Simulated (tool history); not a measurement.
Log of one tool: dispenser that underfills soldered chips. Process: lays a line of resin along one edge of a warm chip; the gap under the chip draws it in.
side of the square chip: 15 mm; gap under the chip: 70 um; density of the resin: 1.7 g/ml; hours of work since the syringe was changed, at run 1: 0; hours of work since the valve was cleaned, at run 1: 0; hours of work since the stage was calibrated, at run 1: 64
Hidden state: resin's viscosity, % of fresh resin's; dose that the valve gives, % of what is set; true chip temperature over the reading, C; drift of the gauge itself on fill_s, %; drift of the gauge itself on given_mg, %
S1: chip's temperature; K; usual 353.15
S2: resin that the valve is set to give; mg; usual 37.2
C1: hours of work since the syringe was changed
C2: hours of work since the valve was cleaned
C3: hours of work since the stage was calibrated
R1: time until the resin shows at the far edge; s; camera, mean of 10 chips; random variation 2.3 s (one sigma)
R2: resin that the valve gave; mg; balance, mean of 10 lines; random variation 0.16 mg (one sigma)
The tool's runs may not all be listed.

run     day      S1    S2  C1   C2   C3     R1     R2
  1       0  353.15  37.2   0    0   64  227.4  37.06
      0.642  -- new syringe of resin
  2   0.696  353.15  37.2   1   10   74  237.9  36.85
  3   1.242  353.15  37.2   9   18   81    452  37.24
      1.296  -- new syringe of resin
  4   1.854  354.15  37.2   8   26   90  426.1  36.74
      1.921  -- new syringe of resin
  5   2.296  354.15  37.2   5   33   96  345.2  36.44
      2.558  -- new syringe of resin
  6   2.592  353.15    44   0   37  100  232.6  43.36
      3.179  -- new syringe of resin
  7   3.233  353.15    44   1   46  109  236.9  43.01
      3.812  -- new syringe of resin
  8   3.875  353.15  37.2   1   55  119  244.9  36.27
      4.462  -- new syringe of resin
  9   4.496  353.15  37.2   0   64  127  237.9  36.02
      5.112  -- new syringe of resin
 10   5.125  342.15  37.2   0   73  136  340.3  36.07
 11   5.471  342.15  37.2   5   78  141  510.6  35.97
      5.783  -- new syringe of resin
 12    5.95  358.15  37.2   2   84  148  242.3  35.55
 13   6.321  357.15  37.2   8   90  153  384.1  35.66
      6.446  -- new syringe of resin
 14   6.775  357.15  37.2   5   96  160  296.9  35.52
      7.092  -- new syringe of resin
 15   7.254  349.15  34.4   2  103  166  324.1  32.81
      7.712  -- new syringe of resin
 16   7.775  367.15  42.3   1  110  174  156.8  40.12
 17   8.121  360.15  43.8   6  115  179  287.4  41.58
      8.342  -- new syringe of resin
 18   8.717  350.15  37.2   5  124  187  396.6  35.08
      8.988  -- new syringe of resin
 19   9.271  350.15  37.2   4  131  195  359.2  34.73
      9.608  -- new syringe of resin
 20   9.608  350.15  37.2   0  136  200  261.3  34.79
      9.854  -- dispensing valve cleaned and set on the balance
     10.279  -- new syringe of resin
 21  10.333  343.15  33.9   1    7  209  365.7  33.67
 22  10.738  343.15  33.9   7   13  215  586.2  33.86
       10.9  -- new syringe of resin
 23  11.346  343.15    41   6   21  224  564.7  40.58

Hidden state or all else? Some run-to-run changes of R1, split into what the settings, what came in and random variation would give without the hidden state, and what is left for the hidden state (with any gauge scatter that isn't in both results):
Run 2 -> 3: no setting changed, nothing entered. R1 +214.1 s: hidden state +213.2, all else +0.9.
Run 11 -> 12: S1 342.15 -> 358.15, new syringe of resin. R1 -268.3 s: hidden state -130.8, all else -137.5.
Run 21 -> 22: no setting changed, nothing entered. R1 +220.5 s: hidden state +220.2, all else +0.3.
